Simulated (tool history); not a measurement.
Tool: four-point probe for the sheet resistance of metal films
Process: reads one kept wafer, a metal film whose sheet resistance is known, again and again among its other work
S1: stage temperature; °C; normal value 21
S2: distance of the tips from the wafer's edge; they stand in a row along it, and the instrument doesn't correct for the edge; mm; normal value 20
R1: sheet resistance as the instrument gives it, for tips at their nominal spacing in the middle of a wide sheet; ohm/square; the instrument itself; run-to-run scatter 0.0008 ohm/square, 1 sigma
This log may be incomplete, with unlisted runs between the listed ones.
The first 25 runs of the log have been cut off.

run,hour,S1,S2,R1
26,1193.8,19,6,4.007045
27,1225.5,32,12,4.035868
28,1263.9,19,62,3.982500
29,1292.7,31,6,4.052780
# hour 1312.4: stage's thermometer calibrated
30,1342.9,22,16,3.997191
31,1400.6,24,19,4.002963
32,1435.5,24,19,4.004842
33,1463.3,21,34,3.991306
34,1529.4,23,7,4.015498
35,1587.2,23,7,4.016076
36,1636.4,20,52,3.988051
37,1701.2,33,4,4.088598
38,1738.2,31,20,4.028769
39,1799.8,23,18,4.000997
40,1853.7,21,22,3.991149
41,1919.6,19,18,3.986592
42,1957.2,29,37,4.020909
43,1988.7,31,4,4.081068
44,2028.3,31,17,4.032045

Branching from run 44: 3 alternative next runs. What would each branch give?
A,2090.7,33,17,?
B,2090.7,19,36,?
C,2090.7,32,20,?

run,R1
A,4.036950
B,3.983380
C,4.032450
With the hidden condition removed and each run's random variation left untouched, the same runs would have given:
run,R1
A,4.036776
B,3.983207
C,4.032276

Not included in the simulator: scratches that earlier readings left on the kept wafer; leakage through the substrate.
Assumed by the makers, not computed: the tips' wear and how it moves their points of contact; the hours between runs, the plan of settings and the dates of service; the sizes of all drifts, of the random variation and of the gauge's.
